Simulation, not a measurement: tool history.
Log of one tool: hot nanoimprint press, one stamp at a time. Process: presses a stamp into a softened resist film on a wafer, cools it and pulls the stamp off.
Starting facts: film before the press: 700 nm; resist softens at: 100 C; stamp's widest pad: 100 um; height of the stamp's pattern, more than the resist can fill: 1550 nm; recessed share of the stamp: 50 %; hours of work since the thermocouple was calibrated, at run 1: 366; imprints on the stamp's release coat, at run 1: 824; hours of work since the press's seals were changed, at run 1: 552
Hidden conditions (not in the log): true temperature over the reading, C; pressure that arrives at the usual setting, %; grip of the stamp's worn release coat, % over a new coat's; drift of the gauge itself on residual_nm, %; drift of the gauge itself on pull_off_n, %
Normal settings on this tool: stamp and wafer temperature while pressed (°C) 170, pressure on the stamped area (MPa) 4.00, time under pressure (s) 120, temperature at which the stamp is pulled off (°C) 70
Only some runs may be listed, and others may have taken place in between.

run	hour	stamp and wafer temperature while pressed (°C)	pressure on the stamped area (MPa)	time under pressure (s)	temperature at which the stamp is pulled off (°C)	hours of work since the thermocouple was calibrated	imprints on the stamp's release coat	hours of work since the press's seals were changed	resist left under the stamp's widest pad (Å)	greatest force while the stamp is pulled off (N)
1	0.0	170	4.00	120	70	366	824	552	3244	160
2	19.9	170	4.00	120	76	381	869	566	3284	153
# hour 42.7: plate thermocouple calibrated
3	47.5	170	4.00	120	76	3	925	584	3032	156
4	62.1	170	4.00	120	76	14	958	594	3040	157
5	84.9	170	4.00	120	76	30	1010	610	3055	161
6	107.9	170	4.25	120	70	46	1062	627	2989	170
# hour 141.4: press's hydraulic seals changed and the load cell set to zero
7	144.4	170	4.25	120	70	67	1127	2	2895	168
8	170.3	159	4.00	120	70	85	1186	21	5181	171
9	185.3	170	4.20	82	74	96	1220	31	3407	170
10	203.7	180	5.24	114	58	109	1262	44	1540	188
11	229.6	180	5.24	114	58	127	1321	63	1551	201
12	259.7	177	2.85	152	55	149	1389	84	2242	213
# hour 292.5: stamp cleaned and given a new release coat
13	292.5	177	2.85	152	55	168	0	103	2248	161
14	319.9	165	4.00	120	69	187	62	123	4030	140
15	339.6	168	2.57	120	58	202	107	137	4088	157
16	355.7	168	2.57	120	58	213	144	148	4130	159

3 options for the next run, each taken on its own from the tool as it stands now. Forecast them:
A	379.6	170	4.32	120	70	230	198	165	?	?
B	379.6	170	6.23	236	70	230	198	165	?	?
C	379.6	170	2.57	161	76	230	198	165	?	?

run	resist left under the stamp's widest pad (Å)	greatest force while the stamp is pulled off (N)
A	2997	142
B	1894	145
C	3387	139
Without the tool's unlogged condition, the same runs would have read:
run	resist left under the stamp's widest pad (Å)	greatest force while the stamp is pulled off (N)
A	2876	136
B	1803	139
C	3264	133
